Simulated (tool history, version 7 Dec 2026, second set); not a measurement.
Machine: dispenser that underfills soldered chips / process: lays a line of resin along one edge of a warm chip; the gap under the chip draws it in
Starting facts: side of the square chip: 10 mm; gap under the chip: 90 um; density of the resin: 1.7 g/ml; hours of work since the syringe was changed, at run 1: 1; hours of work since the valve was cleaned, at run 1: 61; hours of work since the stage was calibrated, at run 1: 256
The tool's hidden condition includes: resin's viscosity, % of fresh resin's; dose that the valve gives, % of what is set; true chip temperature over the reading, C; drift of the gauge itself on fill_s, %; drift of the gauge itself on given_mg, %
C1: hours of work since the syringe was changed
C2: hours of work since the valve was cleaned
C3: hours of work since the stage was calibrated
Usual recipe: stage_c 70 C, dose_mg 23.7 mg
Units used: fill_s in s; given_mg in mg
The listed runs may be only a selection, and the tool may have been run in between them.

{"run": 1, "hour": 0.0, "stage_c": 70, "dose_mg": 23.7, "C1": 1, "C2": 61, "C3": 256, "fill_s": 23.6, "given_mg": 23.04}
{"run": 2, "hour": 7.6, "stage_c": 70, "dose_mg": 25.4, "C1": 7, "C2": 66, "C3": 261, "fill_s": 32.4, "given_mg": 24.64}
{"hour": 14.5, "done": "new syringe of resin"}
{"run": 3, "hour": 16.6, "stage_c": 70, "dose_mg": 25.4, "C1": 1, "C2": 72, "C3": 267, "fill_s": 23, "given_mg": 24.49}
{"run": 4, "hour": 23.7, "stage_c": 71, "dose_mg": 25.4, "C1": 6, "C2": 76, "C3": 272, "fill_s": 29, "given_mg": 24.51}
{"hour": 31.7, "done": "new syringe of resin"}
{"run": 5, "hour": 32.6, "stage_c": 71, "dose_mg": 25.4, "C1": 1, "C2": 82, "C3": 277, "fill_s": 20.7, "given_mg": 24.34}
{"run": 6, "hour": 36.8, "stage_c": 70, "dose_mg": 23.7, "C1": 3, "C2": 85, "C3": 280, "fill_s": 26.5, "given_mg": 22.8}
{"run": 7, "hour": 46.3, "stage_c": 74, "dose_mg": 23.7, "C1": 10, "C2": 91, "C3": 287, "fill_s": 31.3, "given_mg": 22.69}
{"hour": 48.6, "done": "new syringe of resin"}
{"hour": 50.4, "done": "dispensing valve cleaned and set on the balance"}
{"run": 8, "hour": 52.0, "stage_c": 70, "dose_mg": 28.2, "C1": 2, "C2": 1, "C3": 290, "fill_s": 23.6, "given_mg": 28.21}
{"run": 9, "hour": 57.4, "stage_c": 70, "dose_mg": 25.3, "C1": 5, "C2": 5, "C3": 293, "fill_s": 28.5, "given_mg": 25.17}
{"hour": 66.2, "done": "new syringe of resin"}
{"run": 10, "hour": 66.3, "stage_c": 70, "dose_mg": 23.7, "C1": 0, "C2": 10, "C3": 299, "fill_s": 21.3, "given_mg": 23.62}
{"run": 11, "hour": 75.3, "stage_c": 70, "dose_mg": 23.7, "C1": 6, "C2": 16, "C3": 305, "fill_s": 30.7, "given_mg": 23.47}
{"run": 12, "hour": 80.0, "stage_c": 70, "dose_mg": 23.7, "C1": 9, "C2": 20, "C3": 308, "fill_s": 37.1, "given_mg": 23.57}
{"hour": 83.0, "done": "new syringe of resin"}
{"run": 13, "hour": 85.4, "stage_c": 70, "dose_mg": 23.7, "C1": 2, "C2": 23, "C3": 311, "fill_s": 23.9, "given_mg": 23.39}
{"run": 14, "hour": 90.8, "stage_c": 70, "dose_mg": 23.7, "C1": 5, "C2": 27, "C3": 315, "fill_s": 29.1, "given_mg": 23.44}
{"hour": 100.3, "done": "new syringe of resin"}
{"run": 15, "hour": 100.7, "stage_c": 70, "dose_mg": 23.7, "C1": 0, "C2": 33, "C3": 321, "fill_s": 21.5, "given_mg": 23.46}
{"run": 16, "hour": 109.5, "stage_c": 70, "dose_mg": 23.7, "C1": 6, "C2": 39, "C3": 327, "fill_s": 31.2, "given_mg": 23.35}
{"run": 17, "hour": 115.1, "stage_c": 70, "dose_mg": 23.7, "C1": 10, "C2": 43, "C3": 331, "fill_s": 39, "given_mg": 23.32}
{"hour": 117.2, "done": "new syringe of resin"}
{"run": 18, "hour": 123.3, "stage_c": 70, "dose_mg": 23.7, "C1": 4, "C2": 48, "C3": 336, "fill_s": 27.7, "given_mg": 23.23}
{"run": 19, "hour": 132.1, "stage_c": 73, "dose_mg": 22.1, "C1": 10, "C2": 54, "C3": 342, "fill_s": 34.7, "given_mg": 21.56}
{"hour": 134.4, "done": "new syringe of resin"}
{"run": 20, "hour": 140.4, "stage_c": 83, "dose_mg": 23.7, "C1": 4, "C2": 59, "C3": 348, "fill_s": 14.5, "given_mg": 23.12}
{"run": 21, "hour": 150.0, "stage_c": 60, "dose_mg": 23.7, "C1": 10, "C2": 66, "C3": 354, "fill_s": 67.3, "given_mg": 22.98}
{"hour": 151.2, "done": "new syringe of resin"}
{"run": 22, "hour": 156.8, "stage_c": 72, "dose_mg": 22.7, "C1": 4, "C2": 70, "C3": 358, "fill_s": 25.6, "given_mg": 21.92}
{"run": 23, "hour": 162.5, "stage_c": 72, "dose_mg": 22.7, "C1": 8, "C2": 74, "C3": 362, "fill_s": 31.5, "given_mg": 22.02}
{"hour": 168.2, "done": "new syringe of resin"}
{"run": 24, "hour": 169.3, "stage_c": 83, "dose_mg": 21.9, "C1": 1, "C2": 78, "C3": 366, "fill_s": 12.6, "given_mg": 21.16}
{"run": 25, "hour": 176.5, "stage_c": 83, "dose_mg": 21.9, "C1": 6, "C2": 83, "C3": 371, "fill_s": 17, "given_mg": 21.09}
{"hour": 184.9, "done": "new syringe of resin"}
{"run": 26, "hour": 185.0, "stage_c": 56, "dose_mg": 30, "C1": 0, "C2": 88, "C3": 377, "fill_s": 44.9, "given_mg": 28.93}
{"run": 27, "hour": 190.0, "stage_c": 72, "dose_mg": 20.3, "C1": 3, "C2": 92, "C3": 380, "fill_s": 25.4, "given_mg": 19.36}
{"hour": 193.3, "done": "dispensing valve cleaned and set on the balance"}
{"run": 28, "hour": 200.4, "stage_c": 65, "dose_mg": 30.2, "C1": 10, "C2": 5, "C3": 386, "fill_s": 51.4, "given_mg": 30.32}
{"hour": 202.6, "done": "new syringe of resin"}
{"run": 29, "hour": 209.0, "stage_c": 72, "dose_mg": 20.9, "C1": 4, "C2": 10, "C3": 392, "fill_s": 26.6, "given_mg": 20.92}
{"run": 30, "hour": 217.1, "stage_c": 72, "dose_mg": 20.9, "C1": 10, "C2": 16, "C3": 397, "fill_s": 36.7, "given_mg": 20.74}
{"hour": 219.7, "done": "new syringe of resin"}
{"run": 31, "hour": 223.8, "stage_c": 57, "dose_mg": 27.9, "C1": 3, "C2": 20, "C3": 402, "fill_s": 50.2, "given_mg": 27.72}
{"run": 32, "hour": 232.4, "stage_c": 57, "dose_mg": 27.9, "C1": 8, "C2": 26, "C3": 407, "fill_s": 72.2, "given_mg": 27.61}
{"hour": 236.4, "done": "new syringe of resin"}
{"run": 33, "hour": 238.1, "stage_c": 79, "dose_mg": 30.5, "C1": 1, "C2": 29, "C3": 411, "fill_s": 14.3, "given_mg": 30.19}
{"run": 34, "hour": 248.0, "stage_c": 70, "dose_mg": 20.3, "C1": 8, "C2": 36, "C3": 418, "fill_s": 36.5, "given_mg": 19.97}
{"hour": 253.2, "done": "new syringe of resin"}
{"run": 35, "hour": 255.6, "stage_c": 55, "dose_mg": 25.1, "C1": 2, "C2": 41, "C3": 422, "fill_s": 52.3, "given_mg": 24.68}

A few steps of fill_s between consecutive runs. Split each: what settings, incoming material and random variation would produce without the hidden state, and what is left over for the hidden state, along with gauge scatter present in only one of the two compared results (measured, and without hidden state):
Run 20 -> 21: stage_c 83 -> 60. fill_s +52.8 s: hidden state +30.7, all else +22.1.
Run 21 -> 22: stage_c 60 -> 72, dose_mg 23.7 -> 22.7, new syringe of resin. fill_s -41.7 s: hidden state -27.7, all else -14.
Run 32 -> 33: stage_c 57 -> 79, dose_mg 27.9 -> 30.5, new syringe of resin. fill_s -57.9 s: hidden state -32.1, all else -25.8.

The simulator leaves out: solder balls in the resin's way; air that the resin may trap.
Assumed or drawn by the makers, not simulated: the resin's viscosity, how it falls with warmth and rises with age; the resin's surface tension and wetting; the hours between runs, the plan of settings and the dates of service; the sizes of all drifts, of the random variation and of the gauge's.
